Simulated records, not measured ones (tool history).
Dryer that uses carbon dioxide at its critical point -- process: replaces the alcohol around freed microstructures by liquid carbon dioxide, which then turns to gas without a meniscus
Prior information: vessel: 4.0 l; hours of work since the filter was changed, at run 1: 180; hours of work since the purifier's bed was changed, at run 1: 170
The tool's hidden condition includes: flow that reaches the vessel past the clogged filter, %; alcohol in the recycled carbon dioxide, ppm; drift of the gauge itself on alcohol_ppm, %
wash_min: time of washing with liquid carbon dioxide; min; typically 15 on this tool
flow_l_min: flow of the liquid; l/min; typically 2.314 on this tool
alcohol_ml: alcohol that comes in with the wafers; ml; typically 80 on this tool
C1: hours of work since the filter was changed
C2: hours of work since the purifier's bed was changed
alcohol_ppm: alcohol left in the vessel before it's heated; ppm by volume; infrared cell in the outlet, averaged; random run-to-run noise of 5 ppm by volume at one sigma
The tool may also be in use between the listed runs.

run 1 hour=0 | wash_min=15 flow_l_min=2.314 alcohol_ml=80 | C1=180 C2=170 | alcohol_ppm=92
run 2 hour=15.2 | wash_min=15 flow_l_min=2.314 alcohol_ml=80 | C1=191 C2=180 | alcohol_ppm=91
run 3 hour=26.2 | wash_min=15 flow_l_min=2.314 alcohol_ml=80 | C1=198 C2=188 | alcohol_ppm=89
run 4 hour=35.2 | wash_min=15 flow_l_min=2.314 alcohol_ml=80 | C1=204 C2=194 | alcohol_ppm=96
run 5 hour=47.2 | wash_min=15 flow_l_min=2.314 alcohol_ml=86 | C1=213 C2=203 | alcohol_ppm=95
run 6 hour=57.2 | wash_min=15 flow_l_min=2.314 alcohol_ml=86 | C1=220 C2=209 | alcohol_ppm=112
run 7 hour=72.7 | wash_min=16 flow_l_min=3 alcohol_ml=80 | C1=230 C2=220 | alcohol_ppm=65
run 8 hour=85.2 | wash_min=18 flow_l_min=2.314 alcohol_ml=80 | C1=239 C2=229 | alcohol_ppm=71
run 9 hour=92.6 | wash_min=15 flow_l_min=2.314 alcohol_ml=100 | C1=244 C2=234 | alcohol_ppm=123
run 10 hour=107.1 | wash_min=15 flow_l_min=2.314 alcohol_ml=100 | C1=254 C2=244 | alcohol_ppm=121

A few steps of alcohol_ppm between consecutive runs. Split each: what settings, incoming material and random variation would produce without the hidden state, and what is left over for the hidden state, along with gauge scatter present in only one of the two compared results (measured, and without hidden state):
Run 8 -> 9: wash_min 18 -> 15, alcohol_ml 80 -> 100. alcohol_ppm +52 ppm by volume: hidden state +26, all else +26.

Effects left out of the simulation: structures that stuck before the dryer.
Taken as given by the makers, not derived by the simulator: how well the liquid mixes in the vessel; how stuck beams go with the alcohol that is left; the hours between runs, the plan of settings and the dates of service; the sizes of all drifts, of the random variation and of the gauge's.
